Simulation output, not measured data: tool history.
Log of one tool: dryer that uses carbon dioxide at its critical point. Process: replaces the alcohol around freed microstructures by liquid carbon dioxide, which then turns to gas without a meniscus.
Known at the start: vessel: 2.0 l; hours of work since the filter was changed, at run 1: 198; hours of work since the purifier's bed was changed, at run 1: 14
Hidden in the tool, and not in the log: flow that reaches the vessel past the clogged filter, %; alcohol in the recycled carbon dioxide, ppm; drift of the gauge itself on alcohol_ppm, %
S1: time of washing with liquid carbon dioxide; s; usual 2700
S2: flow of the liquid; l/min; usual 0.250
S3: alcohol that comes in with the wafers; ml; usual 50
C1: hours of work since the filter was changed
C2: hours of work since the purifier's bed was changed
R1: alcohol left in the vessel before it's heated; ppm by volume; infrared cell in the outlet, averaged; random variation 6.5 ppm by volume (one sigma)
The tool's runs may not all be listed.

run	hour	S1	S2	S3	C1	C2	R1
1	0.0	2700	0.250	50	198	14	347
2	7.0	2700	0.250	50	202	17	355
3	13.1	2700	0.250	50	205	20	341
4	22.8	2700	0.250	50	210	25	352
5	32.5	2700	0.250	50	215	30	334
6	38.2	2700	0.250	21	217	32	146
7	43.7	2700	0.250	50	220	35	348
8	51.9	2700	0.250	50	224	39	342
9	61.1	2700	0.250	50	229	44	354
10	67.2	2700	0.250	97	232	47	659
11	78.8	2700	0.218	26	237	53	313
12	84.4	2340	0.250	37	240	55	477
13	91.0	2340	0.250	37	243	59	472
14	97.9	2700	0.250	57	247	62	412
15	105.9	1740	0.157	75	251	66	6489
16	115.7	3480	0.161	36	256	71	495
17	122.3	3480	0.161	36	259	74	504
18	128.8	1920	0.326	97	262	77	1006

3 ways to go on from here, each from the tool as it stands after run 18. What would each give?
A	140.0	2700	0.199	106	268	83	?
B	140.0	4140	0.342	29	268	83	?
C	140.0	3480	0.408	97	268	83	?

run	R1
A	1716
B	26
C	29
Without the tool's hidden state the same runs would have given:
run	R1
A	1417
B	9
C	10
